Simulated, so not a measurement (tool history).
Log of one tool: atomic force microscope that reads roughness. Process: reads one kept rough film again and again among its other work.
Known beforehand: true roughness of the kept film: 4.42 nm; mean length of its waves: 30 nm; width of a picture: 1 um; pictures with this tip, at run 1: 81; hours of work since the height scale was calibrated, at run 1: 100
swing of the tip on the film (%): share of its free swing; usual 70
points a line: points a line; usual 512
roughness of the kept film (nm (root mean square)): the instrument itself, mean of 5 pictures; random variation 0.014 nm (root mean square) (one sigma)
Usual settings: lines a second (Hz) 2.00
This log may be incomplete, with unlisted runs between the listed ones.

run,day,lines a second (Hz),swing of the tip on the film (%),points a line,pictures with this tip,hours of work since the height scale was calibrated,roughness of the kept film (nm (root mean square))
1,0.000,2.00,70,512,81,100,3.272
2,0.412,2.00,70,651,95,106,3.244
3,0.921,2.00,70,651,113,115,3.211
4,1.154,2.00,70,651,121,119,3.182
5,1.554,2.00,70,944,134,125,3.147
6,2.062,2.00,59,512,151,134,3.248
7,2.283,2.00,59,512,159,138,3.227
8,2.604,2.00,59,512,170,143,3.194
9,3.108,2.00,70,404,187,151,3.041
# day 3.200: height scale calibrated on a step standard
10,3.488,2.00,70,512,199,5,3.046
11,4.012,2.00,70,512,217,14,2.991
12,4.529,2.00,70,512,234,22,2.994
13,4.988,2.00,70,512,250,30,2.967
14,5.475,2.00,70,512,266,38,2.943
# day 5.654: height scale calibrated on a step standard, once more
15,5.962,3.95,70,928,282,5,2.742
16,6.321,0.60,70,512,294,11,3.037

For run 17, what comes out?
17,6.833,0.60,70,512,311,20,?

Run 17 produced roughness of the kept film (nm (root mean square)) 3.026.
If the tool had no hidden condition, the same run with the same run-to-run variation would have returned roughness of the kept film (nm (root mean square)) 3.617.

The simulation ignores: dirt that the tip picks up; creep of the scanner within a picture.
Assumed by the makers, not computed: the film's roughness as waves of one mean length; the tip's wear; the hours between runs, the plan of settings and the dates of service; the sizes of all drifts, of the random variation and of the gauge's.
